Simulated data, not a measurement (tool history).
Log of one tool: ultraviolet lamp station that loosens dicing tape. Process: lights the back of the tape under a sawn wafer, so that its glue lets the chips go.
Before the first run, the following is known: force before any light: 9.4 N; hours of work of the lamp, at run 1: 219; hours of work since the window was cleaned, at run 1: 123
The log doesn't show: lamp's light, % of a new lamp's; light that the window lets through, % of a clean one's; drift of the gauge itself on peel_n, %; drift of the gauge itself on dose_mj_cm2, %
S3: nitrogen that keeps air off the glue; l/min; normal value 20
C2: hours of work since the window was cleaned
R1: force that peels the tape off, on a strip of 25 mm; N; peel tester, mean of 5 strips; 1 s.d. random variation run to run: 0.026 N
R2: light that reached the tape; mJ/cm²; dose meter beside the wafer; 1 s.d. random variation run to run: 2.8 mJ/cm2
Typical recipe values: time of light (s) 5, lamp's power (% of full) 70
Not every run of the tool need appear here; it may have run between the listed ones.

{"run": 1, "hour": 0.0, "time of light (s)": 5, "lamp's power (% of full)": 70, "S3": 20, "hours of work of the lamp": 219, "C2": 123, "R1": 1.311, "R2": 392}
{"run": 2, "hour": 18.9, "time of light (s)": 5, "lamp's power (% of full)": 70, "S3": 20, "hours of work of the lamp": 228, "C2": 132, "R1": 1.29, "R2": 392}
{"run": 3, "hour": 39.1, "time of light (s)": 5, "lamp's power (% of full)": 70, "S3": 20, "hours of work of the lamp": 238, "C2": 141, "R1": 1.26, "R2": 389}
{"run": 4, "hour": 59.8, "time of light (s)": 7, "lamp's power (% of full)": 70, "S3": 20, "hours of work of the lamp": 248, "C2": 151, "R1": 0.628, "R2": 543}
{"run": 5, "hour": 77.0, "time of light (s)": 7, "lamp's power (% of full)": 70, "S3": 20, "hours of work of the lamp": 256, "C2": 159, "R1": 0.593, "R2": 538}
{"run": 6, "hour": 88.1, "time of light (s)": 5, "lamp's power (% of full)": 70, "S3": 20, "hours of work of the lamp": 261, "C2": 165, "R1": 1.292, "R2": 388}
{"run": 7, "hour": 104.0, "time of light (s)": 5, "lamp's power (% of full)": 70, "S3": 20, "hours of work of the lamp": 268, "C2": 172, "R1": 1.282, "R2": 389}
{"run": 8, "hour": 117.3, "time of light (s)": 5, "lamp's power (% of full)": 70, "S3": 20, "hours of work of the lamp": 275, "C2": 178, "R1": 1.256, "R2": 389}
{"run": 9, "hour": 141.4, "time of light (s)": 5, "lamp's power (% of full)": 70, "S3": 20, "hours of work of the lamp": 286, "C2": 190, "R1": 1.264, "R2": 389}
{"run": 10, "hour": 164.3, "time of light (s)": 5, "lamp's power (% of full)": 70, "S3": 20, "hours of work of the lamp": 297, "C2": 201, "R1": 1.293, "R2": 387}
{"run": 11, "hour": 180.7, "time of light (s)": 5, "lamp's power (% of full)": 70, "S3": 20, "hours of work of the lamp": 305, "C2": 208, "R1": 1.254, "R2": 392}
{"hour": 195.8, "done": "window cleaned of glue's vapour"}
{"run": 12, "hour": 197.3, "time of light (s)": 5, "lamp's power (% of full)": 70, "S3": 20, "hours of work of the lamp": 312, "C2": 1, "R1": 1.253, "R2": 390}
{"run": 13, "hour": 214.6, "time of light (s)": 5, "lamp's power (% of full)": 78, "S3": 20, "hours of work of the lamp": 321, "C2": 9, "R1": 1.03, "R2": 440}
{"run": 14, "hour": 227.4, "time of light (s)": 5, "lamp's power (% of full)": 70, "S3": 20, "hours of work of the lamp": 327, "C2": 15, "R1": 1.306, "R2": 393}
{"run": 15, "hour": 243.7, "time of light (s)": 5, "lamp's power (% of full)": 70, "S3": 20, "hours of work of the lamp": 334, "C2": 23, "R1": 1.276, "R2": 392}
{"run": 16, "hour": 263.1, "time of light (s)": 7, "lamp's power (% of full)": 70, "S3": 20, "hours of work of the lamp": 344, "C2": 32, "R1": 0.592, "R2": 550}
{"run": 17, "hour": 283.6, "time of light (s)": 2, "lamp's power (% of full)": 60, "S3": 28, "hours of work of the lamp": 353, "C2": 42, "R1": 4.449, "R2": 130}
{"run": 18, "hour": 306.9, "time of light (s)": 5, "lamp's power (% of full)": 88, "S3": 20, "hours of work of the lamp": 364, "C2": 53, "R1": 0.801, "R2": 487}
{"run": 19, "hour": 322.2, "time of light (s)": 5, "lamp's power (% of full)": 88, "S3": 12, "hours of work of the lamp": 372, "C2": 60, "R1": 1.049, "R2": 488}
{"run": 20, "hour": 341.8, "time of light (s)": 2, "lamp's power (% of full)": 88, "S3": 15, "hours of work of the lamp": 381, "C2": 69, "R1": 3.667, "R2": 194}
{"run": 21, "hour": 361.8, "time of light (s)": 5, "lamp's power (% of full)": 78, "S3": 20, "hours of work of the lamp": 390, "C2": 79, "R1": 1.037, "R2": 434}
{"run": 22, "hour": 384.7, "time of light (s)": 5, "lamp's power (% of full)": 74, "S3": 11, "hours of work of the lamp": 401, "C2": 89, "R1": 1.534, "R2": 412}
{"run": 23, "hour": 408.8, "time of light (s)": 7, "lamp's power (% of full)": 69, "S3": 18, "hours of work of the lamp": 413, "C2": 101, "R1": 0.667, "R2": 539}
{"run": 24, "hour": 432.3, "time of light (s)": 6, "lamp's power (% of full)": 91, "S3": 18, "hours of work of the lamp": 424, "C2": 112, "R1": 0.488, "R2": 607}
{"run": 25, "hour": 455.6, "time of light (s)": 8, "lamp's power (% of full)": 91, "S3": 6, "hours of work of the lamp": 435, "C2": 123, "R1": 0.511, "R2": 807}
{"run": 26, "hour": 476.3, "time of light (s)": 5, "lamp's power (% of full)": 70, "S3": 9, "hours of work of the lamp": 444, "C2": 133, "R1": 1.91, "R2": 383}
{"run": 27, "hour": 487.1, "time of light (s)": 5, "lamp's power (% of full)": 70, "S3": 9, "hours of work of the lamp": 450, "C2": 138, "R1": 1.847, "R2": 393}
{"run": 28, "hour": 503.9, "time of light (s)": 3, "lamp's power (% of full)": 88, "S3": 20, "hours of work of the lamp": 458, "C2": 146, "R1": 2.057, "R2": 294}
{"run": 29, "hour": 514.5, "time of light (s)": 3, "lamp's power (% of full)": 88, "S3": 20, "hours of work of the lamp": 463, "C2": 151, "R1": 2.074, "R2": 295}
{"run": 30, "hour": 534.0, "time of light (s)": 5, "lamp's power (% of full)": 70, "S3": 21, "hours of work of the lamp": 472, "C2": 160, "R1": 1.271, "R2": 391}
{"run": 31, "hour": 544.5, "time of light (s)": 4, "lamp's power (% of full)": 93, "S3": 22, "hours of work of the lamp": 477, "C2": 165, "R1": 1.086, "R2": 417}
{"run": 32, "hour": 558.2, "time of light (s)": 7, "lamp's power (% of full)": 70, "S3": 11, "hours of work of the lamp": 483, "C2": 172, "R1": 0.898, "R2": 553}

What differs in the tool's unlogged condition from the final listed run ahead of each entry between runs to the first listed run following it?
Runs 11 to 12: window cleaned of glue's vapour (hour 195.8)
  the hidden state is the same at both runs
